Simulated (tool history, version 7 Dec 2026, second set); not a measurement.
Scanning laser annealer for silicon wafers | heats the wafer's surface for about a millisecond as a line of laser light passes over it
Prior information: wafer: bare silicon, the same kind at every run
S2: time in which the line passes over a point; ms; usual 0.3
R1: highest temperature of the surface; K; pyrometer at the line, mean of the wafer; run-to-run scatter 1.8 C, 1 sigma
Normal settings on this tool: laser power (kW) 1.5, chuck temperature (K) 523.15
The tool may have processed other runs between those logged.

{"run": 1, "hour": 0.0, "laser power (kW)": 1.5, "S2": 0.3, "chuck temperature (K)": 523.15, "R1": 1253.15}
{"run": 2, "hour": 8.3, "laser power (kW)": 1.5, "S2": 0.3, "chuck temperature (K)": 523.15, "R1": 1252.15}
{"run": 3, "hour": 22.8, "laser power (kW)": 1.5, "S2": 0.3, "chuck temperature (K)": 523.15, "R1": 1251.15}
{"run": 4, "hour": 33.4, "laser power (kW)": 1.5, "S2": 0.3, "chuck temperature (K)": 523.15, "R1": 1255.15}
{"run": 5, "hour": 45.1, "laser power (kW)": 1.5, "S2": 0.3, "chuck temperature (K)": 523.15, "R1": 1255.15}
{"run": 6, "hour": 55.0, "laser power (kW)": 1.5, "S2": 0.3, "chuck temperature (K)": 523.15, "R1": 1251.15}
{"run": 7, "hour": 67.3, "laser power (kW)": 1.5, "S2": 0.3, "chuck temperature (K)": 523.15, "R1": 1252.15}
{"run": 8, "hour": 74.9, "laser power (kW)": 1.5, "S2": 0.3, "chuck temperature (K)": 523.15, "R1": 1253.15}
{"run": 9, "hour": 91.1, "laser power (kW)": 1.5, "S2": 0.3, "chuck temperature (K)": 523.15, "R1": 1253.15}
{"run": 10, "hour": 98.6, "laser power (kW)": 1.5, "S2": 0.3, "chuck temperature (K)": 523.15, "R1": 1251.15}
{"run": 11, "hour": 106.2, "laser power (kW)": 1.5, "S2": 0.3, "chuck temperature (K)": 523.15, "R1": 1251.15}
{"run": 12, "hour": 121.9, "laser power (kW)": 1.5, "S2": 0.3, "chuck temperature (K)": 523.15, "R1": 1252.15}
{"run": 13, "hour": 129.9, "laser power (kW)": 1.5, "S2": 0.3, "chuck temperature (K)": 523.15, "R1": 1251.15}
{"run": 14, "hour": 146.1, "laser power (kW)": 1.5, "S2": 0.3, "chuck temperature (K)": 523.15, "R1": 1253.15}
{"run": 15, "hour": 155.3, "laser power (kW)": 1.581, "S2": 0.3, "chuck temperature (K)": 523.15, "R1": 1303.15}
{"run": 16, "hour": 171.4, "laser power (kW)": 1.581, "S2": 0.3, "chuck temperature (K)": 523.15, "R1": 1300.15}
{"run": 17, "hour": 178.5, "laser power (kW)": 1.538, "S2": 0.247, "chuck temperature (K)": 504.15, "R1": 1192.15}
{"run": 18, "hour": 186.1, "laser power (kW)": 1.582, "S2": 0.3, "chuck temperature (K)": 524.15, "R1": 1305.15}
{"run": 19, "hour": 193.9, "laser power (kW)": 1.582, "S2": 0.3, "chuck temperature (K)": 524.15, "R1": 1303.15}
{"run": 20, "hour": 203.0, "laser power (kW)": 1.313, "S2": 0.213, "chuck temperature (K)": 528.15, "R1": 1055.15}
{"run": 21, "hour": 216.4, "laser power (kW)": 1.28, "S2": 0.268, "chuck temperature (K)": 523.15, "R1": 1084.15}
{"run": 22, "hour": 230.1, "laser power (kW)": 1.28, "S2": 0.268, "chuck temperature (K)": 523.15, "R1": 1085.15}
{"run": 23, "hour": 243.0, "laser power (kW)": 1.28, "S2": 0.268, "chuck temperature (K)": 523.15, "R1": 1088.15}
{"run": 24, "hour": 257.8, "laser power (kW)": 1.47, "S2": 0.268, "chuck temperature (K)": 533.15, "R1": 1210.15}
{"run": 25, "hour": 274.2, "laser power (kW)": 1.47, "S2": 0.268, "chuck temperature (K)": 533.15, "R1": 1207.15}
{"run": 26, "hour": 282.2, "laser power (kW)": 1.47, "S2": 0.268, "chuck temperature (K)": 533.15, "R1": 1208.15}
{"run": 27, "hour": 291.8, "laser power (kW)": 1.389, "S2": 0.266, "chuck temperature (K)": 532.15, "R1": 1155.15}
{"run": 28, "hour": 301.8, "laser power (kW)": 1.391, "S2": 0.22, "chuck temperature (K)": 508.15, "R1": 1082.15}
{"run": 29, "hour": 316.2, "laser power (kW)": 1.391, "S2": 0.238, "chuck temperature (K)": 556.15, "R1": 1151.15}
{"run": 30, "hour": 323.8, "laser power (kW)": 1.41, "S2": 0.238, "chuck temperature (K)": 547.15, "R1": 1155.15}
{"run": 31, "hour": 337.0, "laser power (kW)": 1.5, "S2": 0.3, "chuck temperature (K)": 510.15, "R1": 1239.15}

Each row is a separate what-if for the run after 31, all from the same tool condition, not one after another. Results?
{"run": "A", "hour": 344.4, "laser power (kW)": 1.507, "S2": 0.276, "chuck temperature (K)": 533.15, "R1": "?"}
{"run": "B", "hour": 344.4, "laser power (kW)": 1.559, "S2": 0.3, "chuck temperature (K)": 560.15, "R1": "?"}
{"run": "C", "hour": 344.4, "laser power (kW)": 1.295, "S2": 0.3, "chuck temperature (K)": 510.15, "R1": "?"}
{"run": "D", "hour": 344.4, "laser power (kW)": 1.5, "S2": 0.28, "chuck temperature (K)": 510.15, "R1": "?"}
{"run": "E", "hour": 344.4, "laser power (kW)": 1.63, "S2": 0.3, "chuck temperature (K)": 517.15, "R1": "?"}

run=A R1=1239.15
run=B R1=1326.15
run=C R1=1112.15
run=D R1=1214.15
run=E R1=1328.15
Without the tool's hidden state the same runs would have given:
run=A R1=1239.15
run=B R1=1326.15
run=C R1=1112.15
run=D R1=1215.15
run=E R1=1328.15

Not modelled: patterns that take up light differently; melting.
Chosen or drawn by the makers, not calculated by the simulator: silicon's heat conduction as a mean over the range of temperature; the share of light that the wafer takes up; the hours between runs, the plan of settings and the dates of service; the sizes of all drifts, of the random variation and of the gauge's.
